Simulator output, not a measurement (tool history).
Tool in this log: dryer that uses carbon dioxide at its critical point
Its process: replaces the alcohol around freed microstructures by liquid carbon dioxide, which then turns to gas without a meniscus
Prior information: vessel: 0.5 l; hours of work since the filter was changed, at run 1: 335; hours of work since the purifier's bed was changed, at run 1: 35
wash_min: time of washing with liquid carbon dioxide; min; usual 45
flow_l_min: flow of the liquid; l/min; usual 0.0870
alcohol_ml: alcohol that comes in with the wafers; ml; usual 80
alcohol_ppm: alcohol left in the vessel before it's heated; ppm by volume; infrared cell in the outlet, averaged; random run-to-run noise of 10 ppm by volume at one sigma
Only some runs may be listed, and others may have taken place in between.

| run | hour | wash_min | flow_l_min | alcohol_ml | hours of work since the filter was changed | hours of work since the purifier's bed was changed | alcohol_ppm |
|---|---|---|---|---|---|---|---|
| 1 | 0.0 | 45 | 0.0870 | 80 | 335 | 35 | 968 |
| 2 | 8.2 | 45 | 0.0870 | 80 | 338 | 39 | 955 |
| 3 | 16.7 | 45 | 0.0870 | 80 | 342 | 43 | 973 |
| 4 | 20.7 | 45 | 0.0870 | 80 | 344 | 45 | 962 |
| 5 | 28.4 | 45 | 0.0870 | 80 | 348 | 48 | 970 |
| 6 | 33.4 | 43 | 0.0870 | 80 | 350 | 51 | 1219 |
| 7 | 40.4 | 60 | 0.1104 | 80 | 353 | 54 | 43 |
| 8 | 46.6 | 60 | 0.1104 | 80 | 356 | 57 | 43 |
| 9 | 54.3 | 60 | 0.1104 | 80 | 359 | 60 | 38 |
| 10 | 59.1 | 60 | 0.1104 | 80 | 362 | 62 | 48 |
| 11 | 65.6 | 60 | 0.1104 | 80 | 365 | 65 | 44 |

Here are 3 independent what-if runs from the current tool condition. What would each one return?
|  | 70.4 | inlet filter changed |
| A | 71.7 | 60 | 0.1325 | 80 | 1 | 68 | ? |
|  | 70.4 | inlet filter changed |
| B | 71.7 | 71 | 0.1104 | 80 | 1 | 68 | ? |
|  | 70.4 | inlet filter changed |
| C | 71.7 | 52 | 0.0870 | 98 | 1 | 68 | ? |

| run | alcohol_ppm |
|---|---|
| A | 22 |
| B | 25 |
| C | 324 |
With the hidden condition removed and each run's random variation left untouched, the same runs would have given:
| run | alcohol_ppm |
|---|---|
| A | 10 |
| B | 12 |
| C | 304 |
